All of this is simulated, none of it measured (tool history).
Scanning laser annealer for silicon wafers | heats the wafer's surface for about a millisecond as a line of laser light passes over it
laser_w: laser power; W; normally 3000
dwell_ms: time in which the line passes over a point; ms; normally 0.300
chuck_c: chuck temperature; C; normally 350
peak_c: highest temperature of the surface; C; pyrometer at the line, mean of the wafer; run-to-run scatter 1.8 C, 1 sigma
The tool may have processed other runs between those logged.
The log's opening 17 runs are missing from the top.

run	hour	laser_w	dwell_ms	chuck_c	peak_c
18	412.4	3000	0.300	350	1042
19	439.4	3000	0.300	350	1041
20	472.1	3000	0.249	350	969
21	486.9	3000	0.300	350	1042
22	520.7	3000	0.300	350	1040
23	548.5	3223	0.231	326	961
# hour 563.5: window over the wafer cleaned
24	583.6	3282	0.261	382	1067
25	612.2	2850	0.309	361	1016
26	635.3	2850	0.309	361	1015
27	664.9	2954	0.318	365	1052
28	683.9	3296	0.376	350	1206
29	710.9	2882	0.300	350	1002
30	744.0	3191	0.300	350	1070
# hour 758.4: window over the wafer cleaned, once more
31	770.1	3191	0.300	350	1105
32	790.4	2615	0.300	346	963
33	812.1	2615	0.300	346	959
34	834.2	3000	0.332	346	1094
35	849.3	3013	0.233	383	992
36	877.9	3013	0.233	383	993
37	900.2	2698	0.295	355	980
38	919.0	2698	0.295	355	978
39	945.1	3079	0.295	355	1070
40	962.8	2636	0.295	317	927
41	985.3	3000	0.373	350	1151

4 options for the next run, each taken on its own from the tool as it stands now. Forecast them:
A	1001.4	2736	0.373	356	?
B	1001.4	2863	0.298	350	?
C	1001.4	3000	0.279	390	?
D	1001.4	3000	0.322	350	?

run	peak_c
A	1084
B	1016
C	1061
D	1086
Stripped of hidden state, with their random variation kept, the same runs would have yielded:
run	peak_c
A	1092
B	1023
C	1068
D	1094
